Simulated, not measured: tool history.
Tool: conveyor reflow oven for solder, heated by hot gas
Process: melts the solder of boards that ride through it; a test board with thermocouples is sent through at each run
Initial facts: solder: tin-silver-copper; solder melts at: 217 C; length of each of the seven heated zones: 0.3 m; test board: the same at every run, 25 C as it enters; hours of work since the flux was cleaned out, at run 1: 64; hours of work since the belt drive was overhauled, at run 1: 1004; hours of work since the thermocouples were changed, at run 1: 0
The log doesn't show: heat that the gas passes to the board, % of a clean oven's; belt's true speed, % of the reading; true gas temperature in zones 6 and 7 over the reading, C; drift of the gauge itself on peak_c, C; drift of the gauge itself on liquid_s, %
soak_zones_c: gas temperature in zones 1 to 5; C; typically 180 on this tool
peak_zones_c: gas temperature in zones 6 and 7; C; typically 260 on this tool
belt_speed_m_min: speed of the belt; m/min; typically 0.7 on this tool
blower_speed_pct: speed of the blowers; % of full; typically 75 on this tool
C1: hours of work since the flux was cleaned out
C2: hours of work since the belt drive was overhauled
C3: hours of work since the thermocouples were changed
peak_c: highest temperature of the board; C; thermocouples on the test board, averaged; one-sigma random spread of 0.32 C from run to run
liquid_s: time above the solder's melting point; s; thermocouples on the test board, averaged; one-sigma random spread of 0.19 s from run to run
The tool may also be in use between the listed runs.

run 1 day=0 | soak_zones_c=180 peak_zones_c=260 belt_speed_m_min=0.7 blower_speed_pct=75 | C1=64 C2=1004 C3=0 | peak_c=251.4 liquid_s=41.3
run 2 day=1.829 | soak_zones_c=180 peak_zones_c=260 belt_speed_m_min=0.654 blower_speed_pct=75 | C1=94 C2=1034 C3=30 | peak_c=252.8 liquid_s=44.7
run 3 day=4.004 | soak_zones_c=180 peak_zones_c=260 belt_speed_m_min=0.7 blower_speed_pct=59 | C1=130 C2=1070 C3=66 | peak_c=248.3 liquid_s=39.2
-- day=5.575 belt drive overhauled, speed set with a stopwatch
run 4 day=7.175 | soak_zones_c=180 peak_zones_c=260 belt_speed_m_min=0.7 blower_speed_pct=59 | C1=179 C2=26 C3=115 | peak_c=248.6 liquid_s=38.9
run 5 day=9.429 | soak_zones_c=177 peak_zones_c=260 belt_speed_m_min=0.7 blower_speed_pct=75 | C1=216 C2=63 C3=152 | peak_c=251.7 liquid_s=40.5
run 6 day=13.367 | soak_zones_c=177 peak_zones_c=260 belt_speed_m_min=0.7 blower_speed_pct=75 | C1=280 C2=128 C3=216 | peak_c=251.7 liquid_s=40
run 7 day=15.692 | soak_zones_c=177 peak_zones_c=260 belt_speed_m_min=0.7 blower_speed_pct=75 | C1=318 C2=166 C3=254 | peak_c=251.6 liquid_s=40.1
run 8 day=19.625 | soak_zones_c=180 peak_zones_c=260 belt_speed_m_min=0.7 blower_speed_pct=65 | C1=383 C2=230 C3=319 | peak_c=249.4 liquid_s=39.9
run 9 day=21.562 | soak_zones_c=180 peak_zones_c=260 belt_speed_m_min=0.7 blower_speed_pct=65 | C1=414 C2=262 C3=350 | peak_c=249.9 liquid_s=40
-- day=22.796 flux residue cleaned out of gas plates and filters
run 10 day=25.312 | soak_zones_c=180 peak_zones_c=260 belt_speed_m_min=0.7 blower_speed_pct=65 | C1=41 C2=320 C3=408 | peak_c=249.7 liquid_s=39.7
run 11 day=29.021 | soak_zones_c=180 peak_zones_c=260 belt_speed_m_min=0.689 blower_speed_pct=65 | C1=102 C2=380 C3=469 | peak_c=250.6 liquid_s=41
-- day=31.525 thermocouples of zones 6 and 7 changed
run 12 day=33.05 | soak_zones_c=180 peak_zones_c=260 belt_speed_m_min=0.689 blower_speed_pct=65 | C1=167 C2=445 C3=25 | peak_c=250.7 liquid_s=41.3
run 13 day=36.433 | soak_zones_c=180 peak_zones_c=272 belt_speed_m_min=0.7 blower_speed_pct=78 | C1=222 C2=500 C3=80 | peak_c=263.5 liquid_s=45.6
run 14 day=39.679 | soak_zones_c=167 peak_zones_c=272 belt_speed_m_min=0.592 blower_speed_pct=79 | C1=275 C2=554 C3=134 | peak_c=265.2 liquid_s=51.8
run 15 day=43.112 | soak_zones_c=167 peak_zones_c=272 belt_speed_m_min=0.592 blower_speed_pct=69 | C1=331 C2=610 C3=190 | peak_c=264.5 liquid_s=51.3
run 16 day=45.604 | soak_zones_c=167 peak_zones_c=260 belt_speed_m_min=0.592 blower_speed_pct=67 | C1=372 C2=651 C3=230 | peak_c=252.8 liquid_s=46.3
-- day=49.562 flux residue cleaned out of gas plates and filters
run 17 day=49.662 | soak_zones_c=180 peak_zones_c=260 belt_speed_m_min=0.739 blower_speed_pct=53 | C1=2 C2=714 C3=294 | peak_c=245.8 liquid_s=34.9
run 18 day=51.388 | soak_zones_c=191 peak_zones_c=268 belt_speed_m_min=0.595 blower_speed_pct=75 | C1=30 C2=742 C3=322 | peak_c=262.9 liquid_s=56.7
run 19 day=54.438 | soak_zones_c=191 peak_zones_c=268 belt_speed_m_min=0.595 blower_speed_pct=75 | C1=80 C2=792 C3=372 | peak_c=263 liquid_s=56.4
run 20 day=57.7 | soak_zones_c=191 peak_zones_c=268 belt_speed_m_min=0.595 blower_speed_pct=75 | C1=133 C2=845 C3=425 | peak_c=262.9 liquid_s=57
run 21 day=59.446 | soak_zones_c=180 peak_zones_c=251 belt_speed_m_min=0.664 blower_speed_pct=59 | C1=162 C2=874 C3=454 | peak_c=241.4 liquid_s=37.6
-- day=62.812 thermocouples of zones 6 and 7 changed
run 22 day=63.129 | soak_zones_c=180 peak_zones_c=251 belt_speed_m_min=0.664 blower_speed_pct=59 | C1=221 C2=933 C3=5 | peak_c=241.8 liquid_s=37.5
run 23 day=65.362 | soak_zones_c=168 peak_zones_c=262 belt_speed_m_min=0.567 blower_speed_pct=59 | C1=257 C2=969 C3=42 | peak_c=253.7 liquid_s=49.4

How the hidden state differs across the entries between the runs, from the last listed run before each to the first after it:
After run 3, before run 4: belt drive overhauled, speed set with a stopwatch (day 5.575)
  belt's true speed, % of the reading: 99.9 -> 100
After run 9, before run 10: flux residue cleaned out of gas plates and filters (day 22.796)
  heat that the gas passes to the board, % of a clean oven's: 99.5 -> 99.9; belt's true speed, % of the reading: 99.98 -> 99.97; true gas temperature in zones 6 and 7 over the reading, C: -0.01 -> -0.02
After run 11, before run 12: thermocouples of zones 6 and 7 changed (day 31.525)
  belt's true speed, % of the reading: 99.97 -> 99.96; true gas temperature in zones 6 and 7 over the reading, C: -0.02 -> -0.01
After run 16, before run 17: flux residue cleaned out of gas plates and filters (day 49.562)
  heat that the gas passes to the board, % of a clean oven's: 99.5 -> 100
After run 21, before run 22: thermocouples of zones 6 and 7 changed (day 62.812)
  heat that the gas passes to the board, % of a clean oven's: 99.8 -> 99.7; true gas temperature in zones 6 and 7 over the reading, C: -0.04 -> 0.01
